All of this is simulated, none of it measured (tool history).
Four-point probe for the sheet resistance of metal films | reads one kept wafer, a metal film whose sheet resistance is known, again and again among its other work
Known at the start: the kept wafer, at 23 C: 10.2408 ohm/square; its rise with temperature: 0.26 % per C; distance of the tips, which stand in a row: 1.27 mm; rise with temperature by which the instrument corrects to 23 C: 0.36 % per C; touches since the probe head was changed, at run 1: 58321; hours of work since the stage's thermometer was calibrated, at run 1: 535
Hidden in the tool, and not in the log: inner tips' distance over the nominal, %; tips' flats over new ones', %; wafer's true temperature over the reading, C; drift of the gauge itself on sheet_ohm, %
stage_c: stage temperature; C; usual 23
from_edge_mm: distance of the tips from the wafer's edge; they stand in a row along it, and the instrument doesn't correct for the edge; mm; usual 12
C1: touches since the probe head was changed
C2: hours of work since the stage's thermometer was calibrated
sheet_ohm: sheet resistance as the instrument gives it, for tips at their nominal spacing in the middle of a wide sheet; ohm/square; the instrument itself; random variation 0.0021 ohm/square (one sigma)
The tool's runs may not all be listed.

run 1 day=0.000 | stage_c=23 from_edge_mm=12 | C1=58321 C2=535 | sheet_ohm=10.370902
run 2 day=1.517 | stage_c=23 from_edge_mm=12 | C1=59713 C2=557 | sheet_ohm=10.368700
run 3 day=3.450 | stage_c=23 from_edge_mm=12 | C1=61487 C2=585 | sheet_ohm=10.372032
run 4 day=4.642 | stage_c=23 from_edge_mm=12 | C1=62578 C2=602 | sheet_ohm=10.370860
run 5 day=6.208 | stage_c=23 from_edge_mm=12 | C1=64016 C2=625 | sheet_ohm=10.366857
run 6 day=8.154 | stage_c=23 from_edge_mm=12 | C1=65802 C2=653 | sheet_ohm=10.373337
run 7 day=9.433 | stage_c=35 from_edge_mm=12 | C1=66973 C2=672 | sheet_ohm=10.245284
run 8 day=10.483 | stage_c=35 from_edge_mm=12 | C1=67938 C2=687 | sheet_ohm=10.247091
run 9 day=12.400 | stage_c=35 from_edge_mm=12 | C1=69695 C2=715 | sheet_ohm=10.247514
run 10 day=13.796 | stage_c=35 from_edge_mm=12 | C1=70975 C2=735 | sheet_ohm=10.248472
run 11 day=15.150 | stage_c=35 from_edge_mm=12 | C1=72220 C2=755 | sheet_ohm=10.244363
run 12 day=16.604 | stage_c=35 from_edge_mm=12 | C1=73552 C2=776 | sheet_ohm=10.251620
run 13 day=17.450 | stage_c=35 from_edge_mm=12 | C1=74330 C2=788 | sheet_ohm=10.252530
run 14 day=18.788 | stage_c=23 from_edge_mm=12 | C1=75557 C2=808 | sheet_ohm=10.370687
run 15 day=20.158 | stage_c=23 from_edge_mm=40 | C1=76813 C2=828 | sheet_ohm=10.318732
run 16 day=22.058 | stage_c=23 from_edge_mm=30 | C1=78555 C2=855 | sheet_ohm=10.321181
run 17 day=23.846 | stage_c=20 from_edge_mm=12 | C1=80197 C2=881 | sheet_ohm=10.407728
run 18 day=25.846 | stage_c=27 from_edge_mm=12 | C1=82030 C2=910 | sheet_ohm=10.334559
run 19 day=26.804 | stage_c=27 from_edge_mm=12 | C1=82911 C2=924 | sheet_ohm=10.332921
run 20 day=27.788 | stage_c=23 from_edge_mm=8 | C1=83812 C2=938 | sheet_ohm=10.454399
run 21 day=29.583 | stage_c=23 from_edge_mm=10 | C1=85462 C2=964 | sheet_ohm=10.403867
run 22 day=31.458 | stage_c=23 from_edge_mm=18 | C1=87182 C2=992 | sheet_ohm=10.343426
run 23 day=32.854 | stage_c=23 from_edge_mm=18 | C1=88461 C2=1012 | sheet_ohm=10.345066
-- day=33.058 stage's thermometer calibrated
run 24 day=34.196 | stage_c=27 from_edge_mm=6 | C1=89674 C2=17 | sheet_ohm=10.518327
run 25 day=35.483 | stage_c=24 from_edge_mm=8 | C1=90854 C2=35 | sheet_ohm=10.444180
run 26 day=37.492 | stage_c=24 from_edge_mm=6 | C1=92695 C2=64 | sheet_ohm=10.554010
run 27 day=38.425 | stage_c=24 from_edge_mm=6 | C1=93553 C2=78 | sheet_ohm=10.552674
run 28 day=40.058 | stage_c=24 from_edge_mm=6 | C1=95052 C2=102 | sheet_ohm=10.551005
run 29 day=41.350 | stage_c=21 from_edge_mm=36 | C1=96236 C2=120 | sheet_ohm=10.353048
run 30 day=42.646 | stage_c=21 from_edge_mm=36 | C1=97424 C2=139 | sheet_ohm=10.348946
-- day=43.246 stage's thermometer calibrated, once more
run 31 day=43.758 | stage_c=29 from_edge_mm=5 | C1=98425 C2=7 | sheet_ohm=10.600158
run 32 day=45.196 | stage_c=22 from_edge_mm=63 | C1=99745 C2=28 | sheet_ohm=10.329641
run 33 day=46.250 | stage_c=25 from_edge_mm=63 | C1=100711 C2=44 | sheet_ohm=10.295616
run 34 day=47.421 | stage_c=25 from_edge_mm=63 | C1=101787 C2=61 | sheet_ohm=10.298179
run 35 day=48.450 | stage_c=22 from_edge_mm=5 | C1=102728 C2=76 | sheet_ohm=10.671878
run 36 day=49.417 | stage_c=22 from_edge_mm=5 | C1=103617 C2=90 | sheet_ohm=10.674620
run 37 day=50.333 | stage_c=22 from_edge_mm=5 | C1=104459 C2=103 | sheet_ohm=10.678692
run 38 day=51.933 | stage_c=22 from_edge_mm=5 | C1=105924 C2=126 | sheet_ohm=10.681338
run 39 day=53.883 | stage_c=27 from_edge_mm=8 | C1=107713 C2=155 | sheet_ohm=10.414457
run 40 day=55.183 | stage_c=35 from_edge_mm=8 | C1=108906 C2=173 | sheet_ohm=10.333309
run 41 day=56.004 | stage_c=35 from_edge_mm=8 | C1=109661 C2=185 | sheet_ohm=10.333054
run 42 day=56.896 | stage_c=30 from_edge_mm=36 | C1=110477 C2=198 | sheet_ohm=10.252586
run 43 day=58.171 | stage_c=23 from_edge_mm=18 | C1=111647 C2=217 | sheet_ohm=10.350186
run 44 day=59.050 | stage_c=30 from_edge_mm=26 | C1=112454 C2=230 | sheet_ohm=10.262499

Forecast each of these 3 alternatives for the next run:
run A day=60.300 | stage_c=21 from_edge_mm=6 | C1=113601 C2=248 | sheet_ohm=?
run B day=60.300 | stage_c=25 from_edge_mm=38 | C1=113601 C2=248 | sheet_ohm=?
run C day=60.300 | stage_c=32 from_edge_mm=4 | C1=113601 C2=248 | sheet_ohm=?

run=A sheet_ohm=10.587117
run=B sheet_ohm=10.308597
run=C sheet_ohm=10.756639
Without the tool's hidden state the same runs would have given:
run=A sheet_ohm=10.503748
run=B sheet_ohm=10.227296
run=C sheet_ohm=10.672184
